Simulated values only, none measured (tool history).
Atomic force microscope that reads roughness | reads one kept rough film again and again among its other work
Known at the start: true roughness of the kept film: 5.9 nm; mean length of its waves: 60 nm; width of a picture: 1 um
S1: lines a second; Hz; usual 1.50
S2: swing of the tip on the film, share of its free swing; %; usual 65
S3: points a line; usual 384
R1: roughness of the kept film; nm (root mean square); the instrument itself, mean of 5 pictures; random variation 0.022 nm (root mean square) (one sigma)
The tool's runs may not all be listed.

{"run": 1, "hour": 0.0, "S1": 1.5, "S2": 65, "S3": 384, "R1": 5.307}
{"run": 2, "hour": 10.7, "S1": 1.5, "S2": 65, "S3": 384, "R1": 5.332}
{"run": 3, "hour": 16.7, "S1": 1.5, "S2": 65, "S3": 384, "R1": 5.346}
{"run": 4, "hour": 24.2, "S1": 1.5, "S2": 65, "S3": 357, "R1": 5.356}
{"run": 5, "hour": 33.7, "S1": 1.5, "S2": 65, "S3": 357, "R1": 5.305}
{"run": 6, "hour": 39.7, "S1": 1.5, "S2": 65, "S3": 357, "R1": 5.329}
{"run": 7, "hour": 47.0, "S1": 1.5, "S2": 65, "S3": 357, "R1": 5.303}
{"run": 8, "hour": 59.0, "S1": 1.5, "S2": 65, "S3": 357, "R1": 5.301}
{"run": 9, "hour": 67.7, "S1": 1.5, "S2": 65, "S3": 357, "R1": 5.267}
{"run": 10, "hour": 77.4, "S1": 0.76, "S2": 65, "S3": 384, "R1": 5.457}
{"run": 11, "hour": 87.3, "S1": 1.5, "S2": 65, "S3": 384, "R1": 5.298}
{"run": 12, "hour": 97.7, "S1": 0.59, "S2": 72, "S3": 705, "R1": 5.434}
{"run": 13, "hour": 106.8, "S1": 0.59, "S2": 72, "S3": 705, "R1": 5.462}
{"hour": 109.6, "done": "new tip fitted"}
{"run": 14, "hour": 116.1, "S1": 0.59, "S2": 72, "S3": 705, "R1": 5.496}
{"run": 15, "hour": 124.4, "S1": 0.59, "S2": 72, "S3": 705, "R1": 5.439}
{"run": 16, "hour": 129.8, "S1": 0.59, "S2": 72, "S3": 705, "R1": 5.418}
{"run": 17, "hour": 139.6, "S1": 0.59, "S2": 72, "S3": 705, "R1": 5.479}
{"run": 18, "hour": 147.8, "S1": 0.59, "S2": 72, "S3": 705, "R1": 5.43}
{"run": 19, "hour": 154.2, "S1": 2.62, "S2": 72, "S3": 301, "R1": 4.873}
{"run": 20, "hour": 161.8, "S1": 2.62, "S2": 72, "S3": 301, "R1": 4.891}
{"run": 21, "hour": 168.7, "S1": 1.26, "S2": 68, "S3": 499, "R1": 5.317}
{"run": 22, "hour": 174.1, "S1": 1.21, "S2": 86, "S3": 272, "R1": 4.898}

Forecast each of these 4 alternatives for the next run:
{"run": "A", "hour": 184.6, "S1": 1.21, "S2": 63, "S3": 272, "R1": "?"}
{"run": "B", "hour": 184.6, "S1": 0.61, "S2": 65, "S3": 384, "R1": "?"}
{"run": "C", "hour": 184.6, "S1": 1.21, "S2": 85, "S3": 756, "R1": "?"}
{"run": "D", "hour": 184.6, "S1": 1.21, "S2": 86, "S3": 729, "R1": "?"}

run=A R1=5.401
run=B R1=5.486
run=C R1=4.961
run=D R1=4.931
Without the tool's hidden state the same runs would have given:
run=A R1=5.411
run=B R1=5.496
run=C R1=4.970
run=D R1=4.939

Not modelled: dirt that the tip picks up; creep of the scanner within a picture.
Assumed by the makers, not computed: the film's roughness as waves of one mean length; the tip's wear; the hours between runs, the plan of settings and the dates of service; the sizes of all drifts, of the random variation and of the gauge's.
